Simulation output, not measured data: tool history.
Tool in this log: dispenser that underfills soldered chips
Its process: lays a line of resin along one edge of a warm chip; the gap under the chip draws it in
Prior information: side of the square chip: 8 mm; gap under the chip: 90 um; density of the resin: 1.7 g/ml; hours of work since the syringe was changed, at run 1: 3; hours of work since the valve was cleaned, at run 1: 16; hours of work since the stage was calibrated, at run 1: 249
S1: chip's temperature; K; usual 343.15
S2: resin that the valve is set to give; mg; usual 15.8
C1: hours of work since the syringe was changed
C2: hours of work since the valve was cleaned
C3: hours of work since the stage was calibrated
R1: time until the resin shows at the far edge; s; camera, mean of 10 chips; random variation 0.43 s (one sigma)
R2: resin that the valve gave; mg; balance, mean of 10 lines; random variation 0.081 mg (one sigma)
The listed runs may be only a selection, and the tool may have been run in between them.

Run 1, hour 0.0: usual settings; C1 3; C2 16; C3 249. Result: R1 37.0 s, R2 15.65 mg.
At hour 12.1: new syringe of resin.
Run 2, hour 13.5: usual settings but S1 331.15 K; C1 1; C2 24; C3 258. Result: R1 46.7 s, R2 15.48 mg.
Run 3, hour 21.2: usual settings but S2 13.5 mg; C1 6; C2 29; C3 263. Result: R1 47.5 s, R2 13.26 mg.
At hour 29.2: new syringe of resin.
Run 4, hour 36.8: usual settings; C1 5; C2 39; C3 272. Result: R1 42.7 s, R2 15.33 mg.
At hour 46.2: new syringe of resin.
Run 5, hour 46.7: usual settings; C1 0; C2 45; C3 279. Result: R1 30.2 s, R2 15.15 mg.
Run 6, hour 59.8: usual settings; C1 9; C2 53; C3 287. Result: R1 55.6 s, R2 15.14 mg.
At hour 63.1: new syringe of resin.
Run 7, hour 75.2: usual settings; C1 8; C2 63; C3 297. Result: R1 53.1 s, R2 15.10 mg.
At hour 80.3: new syringe of resin.
Run 8, hour 86.4: usual settings but S1 334.15 K, S2 14.5 mg; C1 4; C2 70; C3 304. Result: R1 53.5 s, R2 13.68 mg.
At hour 97.2: new syringe of resin.
Run 9, hour 101.7: usual settings but S1 345.15 K, S2 15.7 mg; C1 3; C2 80; C3 313. Result: R1 34.2 s, R2 14.74 mg.
At hour 113.4: new syringe of resin.
Run 10, hour 116.2: usual settings but S1 346.15 K, S2 19.0 mg; C1 2; C2 89; C3 322. Result: R1 30.2 s, R2 17.70 mg.

Expected results for the next run?
Run 11, hour 127.3: usual settings but S1 331.15 K, S2 14.4 mg; C1 9; C2 96; C3 329. Result: R1 ?, R2 ?.

Run 11 produced R1 88.4 s, R2 13.28 mg.
Had the tool carried no hidden state, the very same run would have given R1 47.6 s, R2 14.42 mg.

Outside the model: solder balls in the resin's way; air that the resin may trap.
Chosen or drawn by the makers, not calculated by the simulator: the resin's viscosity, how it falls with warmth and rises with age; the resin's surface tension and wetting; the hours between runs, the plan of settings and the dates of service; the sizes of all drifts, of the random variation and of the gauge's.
